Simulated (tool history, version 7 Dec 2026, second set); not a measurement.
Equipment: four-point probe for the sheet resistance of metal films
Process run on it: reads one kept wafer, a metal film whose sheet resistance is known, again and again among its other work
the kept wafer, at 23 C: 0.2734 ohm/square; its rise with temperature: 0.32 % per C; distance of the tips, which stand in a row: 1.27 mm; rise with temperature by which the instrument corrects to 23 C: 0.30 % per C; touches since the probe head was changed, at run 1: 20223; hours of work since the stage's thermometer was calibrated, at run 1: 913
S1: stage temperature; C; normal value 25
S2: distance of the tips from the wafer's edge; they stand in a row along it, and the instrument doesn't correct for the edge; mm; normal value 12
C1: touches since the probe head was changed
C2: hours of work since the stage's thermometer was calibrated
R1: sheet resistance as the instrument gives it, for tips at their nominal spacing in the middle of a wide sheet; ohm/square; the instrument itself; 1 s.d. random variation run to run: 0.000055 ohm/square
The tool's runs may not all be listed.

| run | day | S1 | S2 | C1 | C2 | R1 |
|---|---|---|---|---|---|---|
| 1 | 0 | 25 | 12 | 20223 | 913 | 0.275484 |
| 2 | 1.071 | 25 | 12 | 20740 | 923 | 0.275514 |
| 3 | 2.079 | 25 | 12 | 21225 | 934 | 0.2755 |
| 4 | 2.833 | 31 | 12 | 21590 | 941 | 0.275803 |
| 5 | 3.675 | 31 | 25 | 21996 | 950 | 0.274551 |
| 6 | 4.6 | 25 | 12 | 22443 | 959 | 0.275597 |
| 7 | 5.442 | 25 | 12 | 22848 | 968 | 0.275589 |
| 8 | 6.571 | 25 | 12 | 23394 | 979 | 0.275456 |
| 9 | 7.3 | 25 | 12 | 23746 | 987 | 0.275497 |
|  | 7.375 | stage's thermometer calibrated |
| 10 | 8.458 | 25 | 12 | 24294 | 11 | 0.27562 |
| 11 | 8.992 | 25 | 12 | 24552 | 16 | 0.275625 |
| 12 | 9.604 | 20 | 12 | 24848 | 23 | 0.275261 |
| 13 | 10.5 | 25 | 12 | 25279 | 32 | 0.275567 |
| 14 | 11.546 | 25 | 12 | 25785 | 42 | 0.275596 |
| 15 | 12.329 | 27 | 40 | 26162 | 50 | 0.274184 |
|  | 12.638 | stage's thermometer calibrated, once more |
| 16 | 13.267 | 27 | 40 | 26605 | 6 | 0.273912 |
| 17 | 14.129 | 25 | 18 | 27021 | 15 | 0.274282 |
| 18 | 15.012 | 27 | 20 | 27448 | 24 | 0.274252 |
| 19 | 15.792 | 21 | 50 | 27823 | 32 | 0.273444 |
| 20 | 16.45 | 34 | 22 | 28140 | 39 | 0.274515 |
| 21 | 17.208 | 33 | 3 | 28506 | 47 | 0.297916 |
| 22 | 18.283 | 26 | 12 | 29025 | 57 | 0.275177 |
| 23 | 18.758 | 28 | 40 | 29254 | 62 | 0.273859 |
| 24 | 19.462 | 31 | 12 | 29594 | 70 | 0.275557 |
| 25 | 20.083 | 34 | 5 | 29894 | 76 | 0.283176 |
| 26 | 20.604 | 34 | 5 | 30144 | 81 | 0.283224 |
| 27 | 21.683 | 35 | 12 | 30666 | 92 | 0.275822 |

Predict each of these 5 candidate next runs independently; none follows another, all start after run 27:
| A | 22.683 | 31 | 35 | 31147 | 102 | ? |
| B | 22.683 | 26 | 12 | 31147 | 102 | ? |
| C | 22.683 | 25 | 7 | 31147 | 102 | ? |
| D | 22.683 | 20 | 44 | 31147 | 102 | ? |
| E | 22.683 | 35 | 66 | 31147 | 102 | ? |

| run | R1 |
|---|---|
| A | 0.274016 |
| B | 0.275228 |
| C | 0.278321 |
| D | 0.273301 |
| E | 0.274157 |
Without the tool's unlogged condition, the same runs would have read:
| run | R1 |
|---|---|
| A | 0.274023 |
| B | 0.275235 |
| C | 0.278328 |
| D | 0.273306 |
| E | 0.274165 |

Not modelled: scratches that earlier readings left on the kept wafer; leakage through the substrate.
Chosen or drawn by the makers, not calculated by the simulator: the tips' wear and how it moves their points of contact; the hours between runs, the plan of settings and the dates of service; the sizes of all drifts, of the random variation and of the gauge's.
